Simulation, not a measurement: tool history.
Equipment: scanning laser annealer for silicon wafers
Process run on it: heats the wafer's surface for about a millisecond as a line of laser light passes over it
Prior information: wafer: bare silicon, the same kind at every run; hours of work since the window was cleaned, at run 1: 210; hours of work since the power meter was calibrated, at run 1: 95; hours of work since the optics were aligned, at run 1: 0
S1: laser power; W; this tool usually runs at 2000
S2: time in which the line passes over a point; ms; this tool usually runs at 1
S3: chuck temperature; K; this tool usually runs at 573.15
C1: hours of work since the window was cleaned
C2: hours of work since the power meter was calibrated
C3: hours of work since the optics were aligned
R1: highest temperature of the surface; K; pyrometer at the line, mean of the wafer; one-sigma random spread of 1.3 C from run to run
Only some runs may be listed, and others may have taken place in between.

run 1 day=0 | S1=2000 S2=1 S3=573.15 | C1=210 C2=95 C3=0 | R1=1349.15
run 2 day=1.029 | S1=2000 S2=1 S3=573.15 | C1=220 C2=105 C3=10 | R1=1349.15
run 3 day=2.004 | S1=2000 S2=1 S3=573.15 | C1=230 C2=115 C3=20 | R1=1346.15
run 4 day=3.146 | S1=2000 S2=1 S3=573.15 | C1=242 C2=127 C3=32 | R1=1347.15
run 5 day=4.204 | S1=2000 S2=1 S3=573.15 | C1=252 C2=137 C3=43 | R1=1346.15
run 6 day=6.304 | S1=2000 S2=1 S3=573.15 | C1=274 C2=159 C3=64 | R1=1347.15
run 7 day=8.333 | S1=1914 S2=1 S3=573.15 | C1=294 C2=179 C3=84 | R1=1313.15
run 8 day=9.662 | S1=1914 S2=1 S3=573.15 | C1=308 C2=192 C3=98 | R1=1310.15
run 9 day=11.425 | S1=2115 S2=1 S3=549.15 | C1=325 C2=210 C3=116 | R1=1366.15
run 10 day=12.762 | S1=1970 S2=0.74 S3=549.15 | C1=339 C2=224 C3=129 | R1=1211.15
run 11 day=14.829 | S1=2115 S2=1.03 S3=563.15 | C1=360 C2=245 C3=150 | R1=1391.15

For some of the steps in R1 from one run to the next: how much would appear even if the tool had no hidden state, given the settings, what came in and random variation, and how much remains for the hidden state plus any gauge scatter that the measured result and the result without hidden state don't share?
Hidden state present: light that passes the window, % of a clean one's; laser's true power over the reading, %; width of the line over the set one, %; drift of the gauge itself on peak_c, C.
Run 10 -> 11: S1 1970 -> 2115, S2 0.74 -> 1.03, S3 549.15 -> 563.15. R1 +180 K: hidden state -3, all else +183.

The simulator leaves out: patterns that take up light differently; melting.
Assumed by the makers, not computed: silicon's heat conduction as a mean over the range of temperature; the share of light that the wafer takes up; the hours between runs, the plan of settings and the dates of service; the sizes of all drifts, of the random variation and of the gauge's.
